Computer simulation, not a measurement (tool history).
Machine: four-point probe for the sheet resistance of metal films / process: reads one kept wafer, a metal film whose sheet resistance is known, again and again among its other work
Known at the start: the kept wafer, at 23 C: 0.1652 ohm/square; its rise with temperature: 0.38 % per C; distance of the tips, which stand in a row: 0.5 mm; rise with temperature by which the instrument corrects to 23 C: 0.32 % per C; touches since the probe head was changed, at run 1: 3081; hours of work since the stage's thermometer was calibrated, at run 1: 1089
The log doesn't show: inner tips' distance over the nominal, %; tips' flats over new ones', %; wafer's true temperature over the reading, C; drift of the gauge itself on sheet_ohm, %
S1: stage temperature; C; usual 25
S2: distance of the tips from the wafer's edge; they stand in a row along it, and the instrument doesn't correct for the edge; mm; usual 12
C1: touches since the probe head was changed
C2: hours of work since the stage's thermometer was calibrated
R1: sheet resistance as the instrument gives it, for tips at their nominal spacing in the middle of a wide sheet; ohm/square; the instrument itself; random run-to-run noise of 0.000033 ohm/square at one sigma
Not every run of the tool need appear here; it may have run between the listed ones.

run    hour  S1  S2     C1    C2        R1
  1       0  25  12   3081  1089  0.165182
  2    36.5  25  12   3462  1104  0.165179
  3    81.8  25  12   3934  1123  0.165177
  4   125.5  25  67   4390  1142  0.165046
  5   203.7  19  12   5204  1175  0.164585
  6   267.8  25  12   5872  1201  0.165178
  7   308.6  22  12   6298  1219  0.164816
  8   377.9  22  12   7020  1248  0.164868
      444.2  -- stage's thermometer calibrated
  9   444.2  31  12   7706     0  0.165576
 10   500.4  31  12   8291    24  0.165641
 11   543.7  31  12   8742    42  0.165584
 12   615.3  18  12   9488    72  0.164375
 13   659.6  32  12   9950    90  0.165669
 14     694  25  40  10309   105    0.1648
 15   762.2  25  12  11020   133  0.165037
 16     835  25  12  11778   164  0.165025
 17   882.2  25  12  12270   184  0.164992
 18   959.4  25  12  13074   216  0.164996
 19  1021.7  24  12  13723   242   0.16491
 20  1100.3  23  12  14543   275  0.164783
 21  1149.7  23  12  15058   296  0.164821
 22  1209.7  23  12  15683   321  0.164757
 23  1255.3  24  70  16159   340  0.164703
 24  1291.4  35  55  16534   355  0.165711
 25  1366.7  19  39  17319   387  0.164281
 26  1411.7  32  30  17788   406  0.165484
 27  1470.9  22  41  18405   431  0.164517
 28  1525.9  22  41  18979   454  0.164547
 29  1557.7  25  23  19310   467  0.164835
 30  1611.7  31  43  19873   490  0.165429
 31  1660.6  31  43  20383   510  0.165301
 32  1730.4  28  57  21109   539  0.165084
 33    1786  28   8  21689   563  0.165432
 34  1827.2  19   5  22118   580  0.165099
 35  1875.9  19   5  22626   600  0.165024
 36  1948.4  22  54  23381   631  0.164429
 37  1990.3  32  11  23818   648  0.165554
 38  2058.8  20   6  24532   677  0.164918
 39  2103.4  28  12  24997   696  0.165165
 40  2176.1  28  12  25754   726  0.165155
 41  2239.6  32  13  26416   753  0.165488
 42  2300.5  31  10  27051   778  0.165525
 43  2359.2  25   8  27663   803  0.165134
 44  2410.1  25   8  28194   824  0.165101

3 ways to go on from here, each from the tool as it stands after run 44. What would each give?
  A  2448.5  28   4  28593  841   ?
  B  2448.5  25  46  28593  841   ?
  C  2448.5  25   7  28593  841   ?

run        R1
  A  0.166422
  B  0.164704
  C  0.165168
Without the tool's hidden state the same runs would have given:
run        R1
  A  0.167102
  B  0.165376
  C  0.165842
